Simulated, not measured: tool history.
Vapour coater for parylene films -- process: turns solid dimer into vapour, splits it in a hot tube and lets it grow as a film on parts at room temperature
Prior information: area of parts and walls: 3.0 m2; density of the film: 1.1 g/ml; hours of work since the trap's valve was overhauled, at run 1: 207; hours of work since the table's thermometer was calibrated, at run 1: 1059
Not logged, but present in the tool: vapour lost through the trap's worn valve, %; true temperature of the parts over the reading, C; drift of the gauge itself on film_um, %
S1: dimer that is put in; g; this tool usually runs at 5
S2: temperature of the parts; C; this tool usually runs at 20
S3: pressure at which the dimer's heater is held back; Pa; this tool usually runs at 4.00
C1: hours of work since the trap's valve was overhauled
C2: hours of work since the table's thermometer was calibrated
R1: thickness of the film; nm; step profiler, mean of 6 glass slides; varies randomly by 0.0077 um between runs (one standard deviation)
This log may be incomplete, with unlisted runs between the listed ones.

run 1 day=0.000 | S1=5 S2=20 S3=4.00 | C1=207 C2=1059 | R1=1122
run 2 day=1.446 | S1=5 S2=20 S3=4.00 | C1=233 C2=1084 | R1=1105
run 3 day=2.571 | S1=5 S2=20 S3=4.00 | C1=252 C2=1104 | R1=1103
run 4 day=3.654 | S1=4 S2=20 S3=4.00 | C1=271 C2=1123 | R1=894
run 5 day=4.867 | S1=4 S2=20 S3=4.00 | C1=292 C2=1144 | R1=878
run 6 day=7.162 | S1=5 S2=20 S3=4.00 | C1=332 C2=1184 | R1=1095
-- day=8.308 trap's valve overhauled
run 7 day=9.196 | S1=5 S2=20 S3=4.00 | C1=15 C2=1216 | R1=1152
run 8 day=11.662 | S1=5 S2=20 S3=4.00 | C1=58 C2=1259 | R1=1153
run 9 day=12.771 | S1=5 S2=20 S3=4.00 | C1=78 C2=1279 | R1=1129
run 10 day=14.429 | S1=5 S2=20 S3=4.00 | C1=106 C2=1307 | R1=1140
run 11 day=16.504 | S1=5 S2=20 S3=4.00 | C1=143 C2=1343 | R1=1130
run 12 day=17.646 | S1=5 S2=20 S3=4.00 | C1=162 C2=1363 | R1=1130
run 13 day=18.758 | S1=5 S2=20 S3=4.00 | C1=182 C2=1383 | R1=1123
run 14 day=19.983 | S1=5 S2=20 S3=4.00 | C1=203 C2=1404 | R1=1103
run 15 day=21.658 | S1=5 S2=20 S3=4.00 | C1=232 C2=1433 | R1=1099
run 16 day=23.975 | S1=5 S2=20 S3=4.00 | C1=273 C2=1473 | R1=1098
run 17 day=25.329 | S1=5 S2=20 S3=4.00 | C1=296 C2=1497 | R1=1082
run 18 day=27.975 | S1=5 S2=29 S3=4.00 | C1=342 C2=1543 | R1=796
-- day=28.662 trap's valve overhauled
run 19 day=29.838 | S1=5 S2=29 S3=4.00 | C1=20 C2=1572 | R1=839
run 20 day=31.033 | S1=5 S2=29 S3=4.00 | C1=41 C2=1593 | R1=832
run 21 day=33.212 | S1=5 S2=19 S3=4.00 | C1=79 C2=1631 | R1=1172
run 22 day=34.692 | S1=5 S2=19 S3=4.00 | C1=105 C2=1657 | R1=1169
run 23 day=36.783 | S1=5 S2=27 S3=4.00 | C1=141 C2=1693 | R1=890
run 24 day=38.454 | S1=5 S2=27 S3=4.00 | C1=170 C2=1722 | R1=885
-- day=40.429 table's thermometer calibrated
run 25 day=40.562 | S1=8 S2=31 S3=8.66 | C1=206 C2=2 | R1=1145
run 26 day=41.862 | S1=3 S2=26 S3=8.85 | C1=229 C2=25 | R1=500
run 27 day=44.025 | S1=4 S2=13 S3=7.22 | C1=266 C2=63 | R1=1053
run 28 day=45.521 | S1=7 S2=13 S3=7.22 | C1=292 C2=89 | R1=1852
run 29 day=47.892 | S1=7 S2=17 S3=8.27 | C1=334 C2=130 | R1=1580
-- day=48.938 trap's valve overhauled
run 30 day=49.608 | S1=8 S2=28 S3=8.27 | C1=12 C2=157 | R1=1330
run 31 day=51.150 | S1=5 S2=20 S3=7.01 | C1=38 C2=184 | R1=1110
run 32 day=52.317 | S1=3 S2=12 S3=4.00 | C1=59 C2=204 | R1=875
run 33 day=53.708 | S1=3 S2=12 S3=4.00 | C1=83 C2=228 | R1=883
run 34 day=56.025 | S1=3 S2=12 S3=4.00 | C1=123 C2=268 | R1=876
run 35 day=58.296 | S1=3 S2=21 S3=5.80 | C1=163 C2=308 | R1=647
run 36 day=59.875 | S1=3 S2=17 S3=5.80 | C1=190 C2=335 | R1=712
run 37 day=61.512 | S1=5 S2=21 S3=3.66 | C1=219 C2=364 | R1=1111
run 38 day=63.129 | S1=6 S2=22 S3=3.66 | C1=247 C2=392 | R1=1276
run 39 day=65.371 | S1=6 S2=22 S3=3.66 | C1=286 C2=431 | R1=1277
run 40 day=66.671 | S1=6 S2=20 S3=10.11 | C1=308 C2=454 | R1=1202
run 41 day=68.542 | S1=6 S2=20 S3=10.11 | C1=341 C2=486 | R1=1192
-- day=69.254 trap's valve overhauled
run 42 day=70.854 | S1=6 S2=20 S3=10.11 | C1=28 C2=523 | R1=1245
run 43 day=73.088 | S1=3 S2=20 S3=4.00 | C1=67 C2=562 | R1=682
run 44 day=75.504 | S1=8 S2=19 S3=2.32 | C1=109 C2=604 | R1=2053
run 45 day=77.662 | S1=2 S2=19 S3=6.40 | C1=146 C2=642 | R1=447
run 46 day=80.254 | S1=2 S2=19 S3=6.40 | C1=191 C2=687 | R1=435

Across each entry between runs, compare the hidden state at the last listed run before it with the hidden state at the first listed run after it:
In the gap between runs 6 and 7: trap's valve overhauled (day 8.308)
  vapour lost through the trap's worn valve, %: 6.4 -> 0.6; true temperature of the parts over the reading, C: 0.71 -> 0.73
  the result without the hidden state subtracted from the measured one, R1: -103 -> -36 nm
In the gap between runs 18 and 19: trap's valve overhauled (day 28.662)
  vapour lost through the trap's worn valve, %: 7.1 -> 0.9; true temperature of the parts over the reading, C: 0.89 -> 0.91
  the result without the hidden state subtracted from the measured one, R1: -87 -> -34 nm
In the gap between runs 24 and 25: table's thermometer calibrated (day 40.429)
  vapour lost through the trap's worn valve, %: 3.7 -> 4.3; true temperature of the parts over the reading, C: 0.99 -> -0.04
  the result without the hidden state subtracted from the measured one, R1: -64 -> -50 nm
In the gap between runs 29 and 30: trap's valve overhauled (day 48.938)
  vapour lost through the trap's worn valve, %: 6.8 -> 0.4; true temperature of the parts over the reading, C: 0.03 -> 0.04
  the result without the hidden state subtracted from the measured one, R1: -116 -> -7 nm
In the gap between runs 41 and 42: trap's valve overhauled (day 69.254)
  vapour lost through the trap's worn valve, %: 6.6 -> 1.1; true temperature of the parts over the reading, C: 0.21 -> 0.23
  the result without the hidden state subtracted from the measured one, R1: -92 -> -23 nm

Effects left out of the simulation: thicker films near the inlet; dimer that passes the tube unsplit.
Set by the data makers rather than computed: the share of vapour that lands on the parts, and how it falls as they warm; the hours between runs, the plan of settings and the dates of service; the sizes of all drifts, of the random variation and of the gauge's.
